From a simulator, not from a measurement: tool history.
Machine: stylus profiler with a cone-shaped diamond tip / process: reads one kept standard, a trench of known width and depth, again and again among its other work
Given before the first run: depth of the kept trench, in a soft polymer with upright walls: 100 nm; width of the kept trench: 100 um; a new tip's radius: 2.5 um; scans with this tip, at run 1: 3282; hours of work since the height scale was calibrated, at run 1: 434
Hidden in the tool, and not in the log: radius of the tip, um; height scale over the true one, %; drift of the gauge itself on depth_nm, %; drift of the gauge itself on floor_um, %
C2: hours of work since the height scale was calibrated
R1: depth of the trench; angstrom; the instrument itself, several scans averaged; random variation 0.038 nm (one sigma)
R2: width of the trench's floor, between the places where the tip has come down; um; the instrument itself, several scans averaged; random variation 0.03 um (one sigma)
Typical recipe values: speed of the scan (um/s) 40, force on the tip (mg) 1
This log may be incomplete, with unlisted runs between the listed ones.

run 1 hour=0 | speed_of_the_scan_(um/s)=40 force_on_the_tip_(mg)=1 | scans_with_this_tip=3282 C2=434 | R1=1007 R2=98.12
run 2 hour=14.5 | speed_of_the_scan_(um/s)=40 force_on_the_tip_(mg)=1 | scans_with_this_tip=3359 C2=444 | R1=1007.1 R2=98.15
run 3 hour=26.3 | speed_of_the_scan_(um/s)=118 force_on_the_tip_(mg)=1 | scans_with_this_tip=3422 C2=452 | R1=1006.5 R2=97.6
run 4 hour=39 | speed_of_the_scan_(um/s)=29 force_on_the_tip_(mg)=1 | scans_with_this_tip=3490 C2=461 | R1=1006.3 R2=98.25
run 5 hour=50.6 | speed_of_the_scan_(um/s)=37 force_on_the_tip_(mg)=1 | scans_with_this_tip=3552 C2=469 | R1=1007 R2=98.11
run 6 hour=67.5 | speed_of_the_scan_(um/s)=37 force_on_the_tip_(mg)=1 | scans_with_this_tip=3641 C2=481 | R1=1006.5 R2=98.17
run 7 hour=76.4 | speed_of_the_scan_(um/s)=37 force_on_the_tip_(mg)=1 | scans_with_this_tip=3688 C2=487 | R1=1006.2 R2=98.11
run 8 hour=89.2 | speed_of_the_scan_(um/s)=37 force_on_the_tip_(mg)=1 | scans_with_this_tip=3757 C2=496 | R1=1006.3 R2=98.1
run 9 hour=105.9 | speed_of_the_scan_(um/s)=40 force_on_the_tip_(mg)=2.32 | scans_with_this_tip=3846 C2=508 | R1=1012.9 R2=98.16
run 10 hour=122 | speed_of_the_scan_(um/s)=50 force_on_the_tip_(mg)=1 | scans_with_this_tip=3931 C2=519 | R1=1005.6 R2=98.06
run 11 hour=129.5 | speed_of_the_scan_(um/s)=50 force_on_the_tip_(mg)=1 | scans_with_this_tip=3971 C2=525 | R1=1006.3 R2=97.99
run 12 hour=143.1 | speed_of_the_scan_(um/s)=40 force_on_the_tip_(mg)=1 | scans_with_this_tip=4043 C2=534 | R1=1007.1 R2=98.1
run 13 hour=156 | speed_of_the_scan_(um/s)=40 force_on_the_tip_(mg)=2.19 | scans_with_this_tip=4112 C2=543 | R1=1012.9 R2=98.22
run 14 hour=166.1 | speed_of_the_scan_(um/s)=40 force_on_the_tip_(mg)=2.19 | scans_with_this_tip=4166 C2=550 | R1=1012.4 R2=98.17
run 15 hour=182.5 | speed_of_the_scan_(um/s)=40 force_on_the_tip_(mg)=1 | scans_with_this_tip=4254 C2=562 | R1=1006.2 R2=98.09
run 16 hour=194.4 | speed_of_the_scan_(um/s)=40 force_on_the_tip_(mg)=1 | scans_with_this_tip=4317 C2=570 | R1=1006.7 R2=98.09
-- hour=195.9 height scale calibrated on a step standard
run 17 hour=207 | speed_of_the_scan_(um/s)=40 force_on_the_tip_(mg)=1 | scans_with_this_tip=4381 C2=8 | R1=1005.4 R2=98.06
run 18 hour=223.8 | speed_of_the_scan_(um/s)=40 force_on_the_tip_(mg)=1 | scans_with_this_tip=4470 C2=20 | R1=1004.6 R2=98.06
run 19 hour=234.8 | speed_of_the_scan_(um/s)=40 force_on_the_tip_(mg)=1 | scans_with_this_tip=4529 C2=27 | R1=1005 R2=98.04
-- hour=238.4 height scale calibrated on a step standard, once more
run 20 hour=247.1 | speed_of_the_scan_(um/s)=40 force_on_the_tip_(mg)=1 | scans_with_this_tip=4592 C2=6 | R1=1008.8 R2=98.06
run 21 hour=261.5 | speed_of_the_scan_(um/s)=40 force_on_the_tip_(mg)=1 | scans_with_this_tip=4668 C2=16 | R1=1008.9 R2=98.07
run 22 hour=278.1 | speed_of_the_scan_(um/s)=41 force_on_the_tip_(mg)=1 | scans_with_this_tip=4757 C2=28 | R1=1008.5 R2=98.03
run 23 hour=286.9 | speed_of_the_scan_(um/s)=41 force_on_the_tip_(mg)=1 | scans_with_this_tip=4804 C2=34 | R1=1008.5 R2=98.06
run 24 hour=296.2 | speed_of_the_scan_(um/s)=41 force_on_the_tip_(mg)=1 | scans_with_this_tip=4853 C2=41 | R1=1009 R2=98
run 25 hour=304.4 | speed_of_the_scan_(um/s)=21 force_on_the_tip_(mg)=1 | scans_with_this_tip=4897 C2=46 | R1=1008.2 R2=98.15
run 26 hour=311.4 | speed_of_the_scan_(um/s)=21 force_on_the_tip_(mg)=1 | scans_with_this_tip=4934 C2=51 | R1=1008.6 R2=98.15
run 27 hour=321.5 | speed_of_the_scan_(um/s)=21 force_on_the_tip_(mg)=1 | scans_with_this_tip=4988 C2=58 | R1=1008.8 R2=98.11
run 28 hour=338 | speed_of_the_scan_(um/s)=48 force_on_the_tip_(mg)=1.59 | scans_with_this_tip=5076 C2=70 | R1=1012.2 R2=98.02
run 29 hour=345.7 | speed_of_the_scan_(um/s)=40 force_on_the_tip_(mg)=2.29 | scans_with_this_tip=5117 C2=75 | R1=1015.5 R2=98.08
run 30 hour=359.7 | speed_of_the_scan_(um/s)=40 force_on_the_tip_(mg)=2.29 | scans_with_this_tip=5191 C2=85 | R1=1014.4 R2=98.05
run 31 hour=370.4 | speed_of_the_scan_(um/s)=40 force_on_the_tip_(mg)=2.29 | scans_with_this_tip=5248 C2=93 | R1=1015.6 R2=98.09
run 32 hour=381.7 | speed_of_the_scan_(um/s)=69 force_on_the_tip_(mg)=2.97 | scans_with_this_tip=5308 C2=101 | R1=1018.1 R2=97.98
run 33 hour=396.7 | speed_of_the_scan_(um/s)=21 force_on_the_tip_(mg)=2.68 | scans_with_this_tip=5388 C2=111 | R1=1016.5 R2=98.1
run 34 hour=405 | speed_of_the_scan_(um/s)=21 force_on_the_tip_(mg)=2.68 | scans_with_this_tip=5432 C2=117 | R1=1016.6 R2=98.2
run 35 hour=415.8 | speed_of_the_scan_(um/s)=19 force_on_the_tip_(mg)=0.35 | scans_with_this_tip=5490 C2=125 | R1=1003.6 R2=98.02
run 36 hour=431 | speed_of_the_scan_(um/s)=13 force_on_the_tip_(mg)=0.74 | scans_with_this_tip=5571 C2=135 | R1=1006.8 R2=98.13
run 37 hour=443.1 | speed_of_the_scan_(um/s)=48 force_on_the_tip_(mg)=1.99 | scans_with_this_tip=5635 C2=144 | R1=1013.9 R2=98.04
run 38 hour=459 | speed_of_the_scan_(um/s)=48 force_on_the_tip_(mg)=1.99 | scans_with_this_tip=5720 C2=155 | R1=1013.5 R2=98.02
run 39 hour=469.2 | speed_of_the_scan_(um/s)=27 force_on_the_tip_(mg)=1.79 | scans_with_this_tip=5774 C2=162 | R1=1011.9 R2=98.11
run 40 hour=480.4 | speed_of_the_scan_(um/s)=22 force_on_the_tip_(mg)=1.02 | scans_with_this_tip=5834 C2=170 | R1=1008.8 R2=98.09
run 41 hour=492.7 | speed_of_the_scan_(um/s)=66 force_on_the_tip_(mg)=0.37 | scans_with_this_tip=5899 C2=179 | R1=1003.6 R2=97.56
run 42 hour=503 | speed_of_the_scan_(um/s)=77 force_on_the_tip_(mg)=0.84 | scans_with_this_tip=5954 C2=186 | R1=1006.9 R2=97.67
run 43 hour=514.3 | speed_of_the_scan_(um/s)=46 force_on_the_tip_(mg)=0.84 | scans_with_this_tip=6014 C2=194 | R1=1006.8 R2=97.79
run 44 hour=530.6 | speed_of_the_scan_(um/s)=85 force_on_the_tip_(mg)=0.38 | scans_with_this_tip=6101 C2=205 | R1=1004.3 R2=97.32
run 45 hour=538.2 | speed_of_the_scan_(um/s)=48 force_on_the_tip_(mg)=0.58 | scans_with_this_tip=6141 C2=211 | R1=1005.2 R2=97.84
run 46 hour=552.9 | speed_of_the_scan_(um/s)=33 force_on_the_tip_(mg)=1.37 | scans_with_this_tip=6220 C2=221 | R1=1010 R2=98.01

What if the next run were any one of these 3? Each begins from the tool's condition after run 46:
run A hour=565.4 | speed_of_the_scan_(um/s)=73 force_on_the_tip_(mg)=1.3 | scans_with_this_tip=6286 C2=230 | R1=? R2=?
run B hour=565.4 | speed_of_the_scan_(um/s)=33 force_on_the_tip_(mg)=1.37 | scans_with_this_tip=6286 C2=230 | R1=? R2=?
run C hour=565.4 | speed_of_the_scan_(um/s)=74 force_on_the_tip_(mg)=0.5 | scans_with_this_tip=6286 C2=230 | R1=? R2=?

run=A R1=1009 R2=97.74
run=B R1=1010.2 R2=98.09
run=C R1=1005.1 R2=97.55
The same runs, with their run-to-run variation unchanged, on a tool lacking any hidden condition would have given:
run=A R1=1009.6 R2=98.13
run=B R1=1010.7 R2=98.47
run=C R1=1005.6 R2=97.93
